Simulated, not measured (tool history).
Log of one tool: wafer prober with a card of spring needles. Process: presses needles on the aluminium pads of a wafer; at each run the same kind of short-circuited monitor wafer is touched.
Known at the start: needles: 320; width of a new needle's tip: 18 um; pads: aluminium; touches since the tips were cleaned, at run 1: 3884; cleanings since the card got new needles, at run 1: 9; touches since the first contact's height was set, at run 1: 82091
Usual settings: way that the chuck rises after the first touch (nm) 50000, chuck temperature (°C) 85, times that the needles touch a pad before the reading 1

| run | hour | way that the chuck rises after the first touch (nm) | chuck temperature (°C) | times that the needles touch a pad before the reading | touches since the tips were cleaned | cleanings since the card got new needles | touches since the first contact's height was set | resistance of one needle with its contact and lead (mohm) | way that a needle slides on the pad (nm) |
|---|---|---|---|---|---|---|---|---|---|
| 1 | 0 | 50000 | 85 | 1 | 3884 | 9 | 82091 | 178 | 12410 |
|  | 6.8 | tips cleaned on abrasive film |
|  | 18.8 | tips cleaned on abrasive film |
|  | 30.4 | tips cleaned on abrasive film |
| 2 | 32.8 | 50000 | 85 | 1 | 1721 | 12 | 105347 | 180 | 12430 |
|  | 42.1 | tips cleaned on abrasive film |
|  | 54.7 | tips cleaned on abrasive film |
| 3 | 64 | 50000 | 85 | 1 | 6708 | 14 | 127566 | 181 | 12440 |
|  | 66.7 | tips cleaned on abrasive film |
|  | 77.8 | tips cleaned on abrasive film |
|  | 88.3 | tips cleaned on abrasive film |
| 4 | 88.3 | 50000 | 85 | 1 | 0 | 17 | 144697 | 179 | 12440 |
|  | 95.6 | height of the first contact set anew |
|  | 99 | tips cleaned on abrasive film |
|  | 110 | tips cleaned on abrasive film |
| 5 | 110.7 | 50000 | 54 | 1 | 547 | 19 | 10679 | 175 | 12460 |
|  | 120.3 | tips cleaned on abrasive film |
|  | 132.4 | tips cleaned on abrasive film |
|  | 143.3 | tips cleaned on abrasive film |
| 6 | 146.9 | 50000 | 85 | 1 | 2570 | 22 | 36337 | 185 | 12430 |
|  | 154.4 | tips cleaned on abrasive film |
|  | 165.3 | tips cleaned on abrasive film |
| 7 | 168.2 | 50000 | 85 | 1 | 2099 | 24 | 51443 | 184 | 12440 |
|  | 178.1 | tips cleaned on abrasive film |
| 8 | 187.4 | 50000 | 85 | 1 | 6626 | 25 | 65096 | 182 | 12410 |
|  | 189.6 | tips cleaned on abrasive film |
|  | 201.5 | tips cleaned on abrasive film |
| 9 | 210 | 50000 | 85 | 1 | 6044 | 27 | 81138 | 186 | 12410 |
|  | 212.6 | tips cleaned on abrasive film |
|  | 225.1 | tips cleaned on abrasive film |
| 10 | 228.4 | 50000 | 85 | 1 | 2381 | 29 | 94175 | 183 | 12410 |
|  | 237.5 | tips cleaned on abrasive film |
| 11 | 246.1 | 50000 | 85 | 1 | 6154 | 30 | 106755 | 183 | 12430 |
|  | 248.7 | tips cleaned on abrasive film |
|  | 260.5 | tips cleaned on abrasive film |
|  | 272.1 | tips cleaned on abrasive film |
|  | 282.9 | tips cleaned on abrasive film |
| 12 | 282.9 | 50000 | 85 | 1 | 0 | 34 | 132844 | 182 | 12430 |
|  | 294.8 | tips cleaned on abrasive film |
|  | 306.2 | tips cleaned on abrasive film |
|  | 309.1 | height of the first contact set anew |
|  | 318.2 | tips cleaned on abrasive film |
| 13 | 320.2 | 50000 | 85 | 1 | 1381 | 37 | 7838 | 180 | 12450 |
|  | 330.5 | tips cleaned on abrasive film |
|  | 342.3 | tips cleaned on abrasive film |
| 14 | 342.5 | 59000 | 85 | 1 | 157 | 39 | 23668 | 179 | 14680 |
|  | 354.1 | tips cleaned on abrasive film |
| 15 | 363.1 | 50000 | 85 | 3 | 6434 | 40 | 38369 | 185 | 12420 |
|  | 365.8 | tips cleaned on abrasive film |
|  | 377.3 | tips cleaned on abrasive film |
| 16 | 384.6 | 50000 | 29 | 2 | 5226 | 42 | 53567 | 170 | 12430 |
|  | 389.3 | tips cleaned on abrasive film |
|  | 399.9 | tips cleaned on abrasive film |
|  | 410.6 | tips cleaned on abrasive film |
| 17 | 413.7 | 50000 | 29 | 2 | 2183 | 45 | 74188 | 170 | 12430 |
|  | 421.1 | tips cleaned on abrasive film |
|  | 432 | tips cleaned on abrasive film |
|  | 444.9 | tips cleaned on abrasive film |
| 18 | 451 | 38000 | 29 | 2 | 4404 | 48 | 100713 | 179 | 9470 |
|  | 455.9 | tips cleaned on abrasive film |
|  | 467.9 | tips cleaned on abrasive film |
| 19 | 473.2 | 47000 | 29 | 1 | 3791 | 50 | 116457 | 175 | 11710 |
|  | 480.1 | tips cleaned on abrasive film |
|  | 490.7 | tips cleaned on abrasive film |
| 20 | 496.6 | 47000 | 29 | 1 | 4180 | 52 | 133013 | 171 | 11690 |
|  | 503 | tips cleaned on abrasive film |
|  | 514 | tips cleaned on abrasive film |
| 21 | 518.1 | 46000 | 119 | 3 | 2961 | 54 | 148291 | 190 | 11490 |
|  | 521 | height of the first contact set anew |
|  | 526 | tips cleaned on abrasive film |
|  | 538.4 | tips cleaned on abrasive film |
|  | 550 | tips cleaned on abrasive film |
| 22 | 553.5 | 46000 | 119 | 3 | 2504 | 57 | 23024 | 189 | 11420 |
|  | 561.2 | tips cleaned on abrasive film |
| 23 | 570.1 | 31000 | 36 | 1 | 6362 | 58 | 34860 | 186 | 7700 |
|  | 572.8 | tips cleaned on abrasive film |
|  | 585.7 | tips cleaned on abrasive film |
|  | 597.5 | tips cleaned on abrasive film |
| 24 | 598.5 | 50000 | 83 | 2 | 709 | 61 | 54977 | 184 | 12430 |
|  | 608.6 | tips cleaned on abrasive film |
|  | 620.8 | tips cleaned on abrasive film |
| 25 | 630.9 | 44000 | 40 | 2 | 7269 | 63 | 78042 | 177 | 10960 |
|  | 633.6 | tips cleaned on abrasive film |
|  | 645.7 | tips cleaned on abrasive film |
| 26 | 650.8 | 49000 | 42 | 1 | 3667 | 65 | 92111 | 175 | 12260 |
|  | 658.2 | tips cleaned on abrasive film |
|  | 670.3 | tips cleaned on abrasive film |
|  | 681.9 | tips cleaned on abrasive film |
| 27 | 687.4 | 49000 | 85 | 3 | 3928 | 68 | 118071 | 184 | 12190 |
|  | 692.6 | tips cleaned on abrasive film |
|  | 703.1 | tips cleaned on abrasive film |
|  | 713.5 | tips cleaned on abrasive film |
|  | 724.1 | tips cleaned on abrasive film |
| 28 | 724.1 | 50000 | 86 | 1 | 0 | 72 | 144100 | 182 | 12460 |
|  | 732.3 | height of the first contact set anew |
|  | 734.9 | tips cleaned on abrasive film |
|  | 746.2 | tips cleaned on abrasive film |
| 29 | 747 | 46000 | 86 | 1 | 583 | 74 | 10425 | 184 | 11460 |

Hidden state at the last listed run before each entry between runs and at the first one after, where it differs:
Between runs 1 and 2: tips cleaned on abrasive film (hour 6.8); tips cleaned on abrasive film (hour 18.8); tips cleaned on abrasive film (hour 30.4)
  debris on the tips, nm: 0.1 -> 0
Between runs 2 and 3: tips cleaned on abrasive film (hour 42.1); tips cleaned on abrasive film (hour 54.7)
  debris on the tips, nm: 0 -> 0.1
Between runs 3 and 4: tips cleaned on abrasive film (hour 66.7); tips cleaned on abrasive film (hour 77.8); tips cleaned on abrasive film (hour 88.3)
  debris on the tips, nm: 0.1 -> 0
Between runs 4 and 5: height of the first contact set anew (hour 95.6); tips cleaned on abrasive film (hour 99); tips cleaned on abrasive film (hour 110)
  no hidden state differs between the two runs
Between runs 5 and 6: tips cleaned on abrasive film (hour 120.3); tips cleaned on abrasive film (hour 132.4); tips cleaned on abrasive film (hour 143.3)
  no hidden state differs between the two runs
Between runs 6 and 7: tips cleaned on abrasive film (hour 154.4); tips cleaned on abrasive film (hour 165.3)
  no hidden state differs between the two runs
Between runs 7 and 8: tips cleaned on abrasive film (hour 178.1)
  debris on the tips, nm: 0 -> 0.1
Between runs 8 and 9: tips cleaned on abrasive film (hour 189.6); tips cleaned on abrasive film (hour 201.5)
  no hidden state differs between the two runs
Between runs 9 and 10: tips cleaned on abrasive film (hour 212.6); tips cleaned on abrasive film (hour 225.1)
  debris on the tips, nm: 0.1 -> 0
Between runs 10 and 11: tips cleaned on abrasive film (hour 237.5)
  debris on the tips, nm: 0 -> 0.1
Between runs 11 and 12: tips cleaned on abrasive film (hour 248.7); tips cleaned on abrasive film (hour 260.5); tips cleaned on abrasive film (hour 272.1); tips cleaned on abrasive film (hour 282.9)
  debris on the tips, nm: 0.1 -> 0
Between runs 12 and 13: tips cleaned on abrasive film (hour 294.8); tips cleaned on abrasive film (hour 306.2); height of the first contact set anew (hour 309.1); tips cleaned on abrasive film (hour 318.2)
  no hidden state differs between the two runs
Between runs 13 and 14: tips cleaned on abrasive film (hour 330.5); tips cleaned on abrasive film (hour 342.3)
  no hidden state differs between the two runs
Between runs 14 and 15: tips cleaned on abrasive film (hour 354.1)
  debris on the tips, nm: 0 -> 0.1
Between runs 15 and 16: tips cleaned on abrasive film (hour 365.8); tips cleaned on abrasive film (hour 377.3)
  no hidden state differs between the two runs
Between runs 16 and 17: tips cleaned on abrasive film (hour 389.3); tips cleaned on abrasive film (hour 399.9); tips cleaned on abrasive film (hour 410.6)
  debris on the tips, nm: 0.1 -> 0
Between runs 17 and 18: tips cleaned on abrasive film (hour 421.1); tips cleaned on abrasive film (hour 432); tips cleaned on abrasive film (hour 444.9)
  debris on the tips, nm: 0 -> 0.1
Between runs 18 and 19: tips cleaned on abrasive film (hour 455.9); tips cleaned on abrasive film (hour 467.9)
  no hidden state differs between the two runs
Between runs 19 and 20: tips cleaned on abrasive film (hour 480.1); tips cleaned on abrasive film (hour 490.7)
  no hidden state differs between the two runs
Between runs 20 and 21: tips cleaned on abrasive film (hour 503); tips cleaned on abrasive film (hour 514)
  no hidden state differs between the two runs
Between runs 21 and 22: height of the first contact set anew (hour 521); tips cleaned on abrasive film (hour 526); tips cleaned on abrasive film (hour 538.4); tips cleaned on abrasive film (hour 550)
  debris on the tips, nm: 0.1 -> 0
Between runs 22 and 23: tips cleaned on abrasive film (hour 561.2)
  debris on the tips, nm: 0 -> 0.1
Between runs 23 and 24: tips cleaned on abrasive film (hour 572.8); tips cleaned on abrasive film (hour 585.7); tips cleaned on abrasive film (hour 597.5)
  debris on the tips, nm: 0.1 -> 0
Between runs 24 and 25: tips cleaned on abrasive film (hour 608.6); tips cleaned on abrasive film (hour 620.8)
  debris on the tips, nm: 0 -> 0.1
Between runs 25 and 26: tips cleaned on abrasive film (hour 633.6); tips cleaned on abrasive film (hour 645.7)
  no hidden state differs between the two runs
Between runs 26 and 27: tips cleaned on abrasive film (hour 658.2); tips cleaned on abrasive film (hour 670.3); tips cleaned on abrasive film (hour 681.9)
  no hidden state differs between the two runs
Between runs 27 and 28: tips cleaned on abrasive film (hour 692.6); tips cleaned on abrasive film (hour 703.1); tips cleaned on abrasive film (hour 713.5); tips cleaned on abrasive film (hour 724.1)
  debris on the tips, nm: 0.1 -> 0
Between runs 28 and 29: height of the first contact set anew (hour 732.3); tips cleaned on abrasive film (hour 734.9); tips cleaned on abrasive film (hour 746.2)
  no hidden state differs between the two runs

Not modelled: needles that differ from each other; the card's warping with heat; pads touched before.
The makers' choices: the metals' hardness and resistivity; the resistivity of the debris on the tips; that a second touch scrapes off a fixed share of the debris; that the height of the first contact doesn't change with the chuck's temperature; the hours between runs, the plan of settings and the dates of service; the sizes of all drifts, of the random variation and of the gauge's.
